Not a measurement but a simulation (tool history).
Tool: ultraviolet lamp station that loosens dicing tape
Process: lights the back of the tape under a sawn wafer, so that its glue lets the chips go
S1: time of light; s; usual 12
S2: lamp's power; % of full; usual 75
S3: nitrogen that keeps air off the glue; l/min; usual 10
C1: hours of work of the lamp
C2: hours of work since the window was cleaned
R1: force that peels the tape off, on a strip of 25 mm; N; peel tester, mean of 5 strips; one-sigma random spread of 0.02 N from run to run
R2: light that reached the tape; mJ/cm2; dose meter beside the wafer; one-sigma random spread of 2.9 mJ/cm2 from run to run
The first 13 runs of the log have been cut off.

run 14 hour=434.3 | S1=12 S2=99 S3=4 | C1=436 C2=142 | R1=1.752 R2=390
run 15 hour=471.9 | S1=20 S2=75 S3=10 | C1=459 C2=165 | R1=0.715 R2=485
run 16 hour=489.5 | S1=20 S2=75 S3=10 | C1=469 C2=176 | R1=0.726 R2=479
run 17 hour=522.8 | S1=20 S2=75 S3=10 | C1=489 C2=196 | R1=0.764 R2=463
run 18 hour=542.8 | S1=20 S2=75 S3=10 | C1=501 C2=208 | R1=0.772 R2=463
run 19 hour=575.7 | S1=12 S2=70 S3=10 | C1=521 C2=227 | R1=2.027 R2=248
run 20 hour=606.4 | S1=11 S2=75 S3=10 | C1=539 C2=246 | R1=2.112 R2=239
run 21 hour=636.5 | S1=11 S2=75 S3=10 | C1=558 C2=264 | R1=2.21 R2=239
-- hour=658 window cleaned of glue's vapour
run 22 hour=670 | S1=7 S2=98 S3=7 | C1=577 C2=7 | R1=2.64 R2=207
run 23 hour=711.1 | S1=7 S2=64 S3=7 | C1=602 C2=32 | R1=3.903 R2=135
run 24 hour=742.8 | S1=7 S2=64 S3=7 | C1=621 C2=51 | R1=3.968 R2=131
-- hour=759.3 lamp changed
run 25 hour=783.1 | S1=7 S2=96 S3=19 | C1=14 C2=75 | R1=1.21 R2=290

What does the tool deliver on the next run?
run 26 hour=816 | S1=7 S2=74 S3=10 | C1=34 C2=94 | R1=? R2=?

{"run 26": {"R1": 2.226, "R2": 224}}
On a tool with no hidden condition, and with the same random variation, this run would have come out at R1 2.087 N, R2 237 mJ/cm2.
